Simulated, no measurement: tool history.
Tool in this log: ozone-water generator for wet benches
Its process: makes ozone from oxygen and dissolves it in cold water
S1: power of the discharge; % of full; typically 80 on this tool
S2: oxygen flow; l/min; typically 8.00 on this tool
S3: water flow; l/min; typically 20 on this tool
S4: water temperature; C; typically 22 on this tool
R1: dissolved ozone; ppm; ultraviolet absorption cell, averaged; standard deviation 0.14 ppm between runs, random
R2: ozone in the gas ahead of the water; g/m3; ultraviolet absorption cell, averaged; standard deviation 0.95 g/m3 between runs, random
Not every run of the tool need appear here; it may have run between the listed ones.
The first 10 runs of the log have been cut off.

run 11 hour=927.3 | S1=80 S2=8.00 S3=28 S4=22 | R1=11.3 R2=146.3
run 12 hour=1037.7 | S1=80 S2=8.00 S3=28 S4=22 | R1=11.2 R2=145.2
run 13 hour=1105.0 | S1=80 S2=8.00 S3=28 S4=22 | R1=11.2 R2=145.7
run 14 hour=1184.3 | S1=80 S2=8.00 S3=28 S4=22 | R1=11.3 R2=146.3
run 15 hour=1285.5 | S1=80 S2=4.39 S3=20 S4=22 | R1=14.0 R2=184.9
run 16 hour=1379.4 | S1=80 S2=4.39 S3=20 S4=22 | R1=13.9 R2=182.7
-- hour=1414.8 water thermometer calibrated
run 17 hour=1473.4 | S1=80 S2=8.00 S3=13 S4=15 | R1=23.6 R2=144.3
run 18 hour=1575.1 | S1=80 S2=8.00 S3=13 S4=15 | R1=23.4 R2=143.5
run 19 hour=1664.5 | S1=80 S2=8.00 S3=13 S4=15 | R1=23.2 R2=142.3
run 20 hour=1732.9 | S1=80 S2=6.66 S3=20 S4=18 | R1=15.6 R2=155.0
run 21 hour=1818.9 | S1=80 S2=6.66 S3=20 S4=18 | R1=15.4 R2=153.1
run 22 hour=1921.6 | S1=90 S2=12.32 S3=31 S4=25 | R1=10.4 R2=131.3
run 23 hour=2031.8 | S1=90 S2=12.32 S3=31 S4=25 | R1=10.4 R2=131.4
run 24 hour=2134.6 | S1=90 S2=12.32 S3=31 S4=25 | R1=10.2 R2=131.0
run 25 hour=2233.4 | S1=90 S2=12.32 S3=31 S4=25 | R1=10.3 R2=130.5
run 26 hour=2330.5 | S1=57 S2=8.00 S3=21 S4=22 | R1=10.5 R2=107.9
run 27 hour=2402.0 | S1=57 S2=8.00 S3=21 S4=22 | R1=10.7 R2=110.8
run 28 hour=2453.0 | S1=70 S2=8.00 S3=16 S4=14 | R1=17.7 R2=127.5
run 29 hour=2559.2 | S1=80 S2=8.00 S3=13 S4=23 | R1=18.9 R2=138.0
run 30 hour=2666.9 | S1=80 S2=8.00 S3=13 S4=23 | R1=18.8 R2=137.9
run 31 hour=2755.3 | S1=81 S2=14.03 S3=13 S4=23 | R1=17.5 R2=111.8
run 32 hour=2840.3 | S1=80 S2=14.03 S3=13 S4=20 | R1=18.5 R2=110.0

Predict each of these 5 candidate next runs independently; none follows another, all start after run 32:
run A hour=2945.6 | S1=80 S2=7.59 S3=13 S4=14 | R1=? R2=?
run B hour=2945.6 | S1=80 S2=4.64 S3=20 S4=22 | R1=? R2=?
run C hour=2945.6 | S1=80 S2=4.45 S3=13 S4=20 | R1=? R2=?
run D hour=2945.6 | S1=80 S2=14.03 S3=20 S4=20 | R1=? R2=?
run E hour=2945.6 | S1=80 S2=8.00 S3=16 S4=22 | R1=? R2=?

run=A R1=22.6 R2=140.2
run=B R1=13.1 R2=169.2
run=C R1=19.7 R2=174.7
run=D R1=14.2 R2=110.6
run=E R1=16.3 R2=137.7
Without the tool's hidden state the same runs would have given:
run=A R1=27.4 R2=164.2
run=B R1=15.9 R2=198.1
run=C R1=23.9 R2=204.4
run=D R1=17.3 R2=129.5
run=E R1=19.8 R2=161.1

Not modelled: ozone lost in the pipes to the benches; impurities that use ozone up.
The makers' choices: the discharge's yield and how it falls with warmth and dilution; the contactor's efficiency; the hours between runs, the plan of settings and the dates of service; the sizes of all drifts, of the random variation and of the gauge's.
